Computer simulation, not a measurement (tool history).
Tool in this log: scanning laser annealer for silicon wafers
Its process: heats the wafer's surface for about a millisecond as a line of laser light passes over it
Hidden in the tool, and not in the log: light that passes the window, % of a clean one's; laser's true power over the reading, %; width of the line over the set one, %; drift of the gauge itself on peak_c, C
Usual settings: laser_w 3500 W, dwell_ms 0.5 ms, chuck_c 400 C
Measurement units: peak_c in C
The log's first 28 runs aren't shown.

| run | hour | laser_w | dwell_ms | chuck_c | hours of work since the window was cleaned | hours of work since the power meter was calibrated | hours of work since the optics were aligned | peak_c |
|---|---|---|---|---|---|---|---|---|
| 29 | 1184.8 | 3500 | 0.359 | 400 | 47 | 1103 | 497 | 1098 |
| 30 | 1211.3 | 3500 | 0.5 | 421 | 62 | 1118 | 512 | 1260 |
| 31 | 1247.7 | 3490 | 0.608 | 425 | 82 | 1138 | 532 | 1357 |
| 32 | 1270.9 | 3035 | 0.613 | 400 | 95 | 1151 | 545 | 1220 |
| 33 | 1296.1 | 3035 | 0.613 | 400 | 109 | 1165 | 559 | 1225 |
| 34 | 1347.7 | 3035 | 0.613 | 400 | 138 | 1194 | 588 | 1219 |
| 35 | 1372.7 | 3598 | 0.373 | 439 | 152 | 1208 | 602 | 1165 |
| 36 | 1405.9 | 3598 | 0.373 | 439 | 171 | 1226 | 621 | 1167 |
| 37 | 1458.9 | 3359 | 0.5 | 400 | 200 | 1256 | 651 | 1203 |
| 38 | 1500 | 3101 | 0.605 | 423 | 224 | 1279 | 674 | 1249 |
| 39 | 1530.7 | 3739 | 0.447 | 423 | 241 | 1296 | 691 | 1255 |
| 40 | 1555.4 | 3459 | 0.357 | 361 | 255 | 1310 | 705 | 1042 |
| 41 | 1601 | 3500 | 0.5 | 428 | 280 | 1336 | 730 | 1257 |

Alternative continuations, all from the tool just after run 41; predict every row:
| A | 1653.5 | 3379 | 0.354 | 380 | 309 | 1365 | 759 | ? |
| B | 1653.5 | 3669 | 0.5 | 400 | 309 | 1365 | 759 | ? |
| C | 1653.5 | 3166 | 0.463 | 399 | 309 | 1365 | 759 | ? |
| D | 1653.5 | 3733 | 0.47 | 421 | 309 | 1365 | 759 | ? |

| run | peak_c |
|---|---|
| A | 1043 |
| B | 1268 |
| C | 1123 |
| D | 1268 |
With no hidden state in the tool, these same runs would have given:
| run | peak_c |
|---|---|
| A | 1053 |
| B | 1281 |
| C | 1134 |
| D | 1280 |
